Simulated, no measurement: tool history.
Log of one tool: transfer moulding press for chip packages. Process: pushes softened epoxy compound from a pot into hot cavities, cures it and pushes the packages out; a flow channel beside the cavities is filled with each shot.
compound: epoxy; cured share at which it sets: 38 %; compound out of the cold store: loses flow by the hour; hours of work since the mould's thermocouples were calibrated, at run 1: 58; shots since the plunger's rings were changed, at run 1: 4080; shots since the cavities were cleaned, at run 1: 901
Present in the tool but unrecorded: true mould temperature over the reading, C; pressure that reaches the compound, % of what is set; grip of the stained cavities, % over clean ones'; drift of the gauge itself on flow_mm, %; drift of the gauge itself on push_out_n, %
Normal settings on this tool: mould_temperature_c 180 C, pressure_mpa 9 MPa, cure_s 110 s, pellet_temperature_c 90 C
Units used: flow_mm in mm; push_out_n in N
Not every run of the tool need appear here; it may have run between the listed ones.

run	hour	mould_temperature_c	pressure_mpa	cure_s	pellet_temperature_c	hours of work since the mould's thermocouples were calibrated	shots since the plunger's rings were changed	shots since the cavities were cleaned	incoming compound's hours out of the cold store	flow_mm	push_out_n
1	0	180	9	110	90	58	4080	901	41.7	492	706
2	12.3	180	9	110	90	68	4230	1051	43.5	488	700
# hour 22.7: cavities cleaned with cleaning compound and waxed
3	27.3	180	9	110	90	78	4394	56	24.1	541	444
4	48.4	180	9	110	98	95	4651	313	45.9	486	542
5	61.5	180	8.21	110	98	105	4811	473	48	454	586
6	82	180	9	110	90	121	5061	723	24.8	533	679
7	99.8	181	9	110	90	135	5277	939	33.1	499	677
8	115.8	181	9	110	90	147	5472	1134	12.7	552	765
# hour 119.8: cavities cleaned with cleaning compound and waxed
9	129.9	181	9	110	90	157	5626	124	39.4	492	451
10	146.2	181	9	110	90	170	5825	323	25.7	522	560
11	172.1	181	9	110	90	190	6140	638	30.5	507	621
12	191	179	9	110	90	205	6370	868	31.3	508	728
13	210.3	179	9	110	90	220	6606	1104	32.8	500	769
# hour 217.9: cavities cleaned with cleaning compound and waxed
14	235.8	180	9	139	90	239	6898	219	22.1	526	449
# hour 240.1: plunger's sealing rings changed
15	250.8	180	9	117	90	249	130	371	20.9	570	568
16	276.6	180	9	117	84	269	445	686	32.8	536	658
17	303.5	180	7.7	110	83	290	773	1014	31	509	760
# hour 318.5: cavities cleaned with cleaning compound and waxed
18	321.4	180	7.7	110	83	303	972	36	31.7	504	443
19	344	180	7.7	110	83	320	1247	311	13.4	534	593
20	364.6	180	7.7	110	83	337	1499	563	23.2	524	672
21	377	180	9.22	123	90	346	1649	713	28.7	547	630
# hour 393.9: mould's thermocouples calibrated
22	394.6	183	9	112	90	0	1839	903	21.8	561	663
23	410.7	180	9	148	93	13	2036	1100	33.1	525	629
# hour 418.8: cavities cleaned with cleaning compound and waxed
24	433.3	180	8.04	131	83	30	2293	178	46.7	474	439

Run 25 comes next. What will it give?
25	448	173	8.04	131	84	41	2471	356	15	?	?

{"run 25": {"flow_mm": 571, "push_out_n": 643}}
Without the tool's hidden state the same run would have given flow_mm 591 mm, push_out_n 461 N.
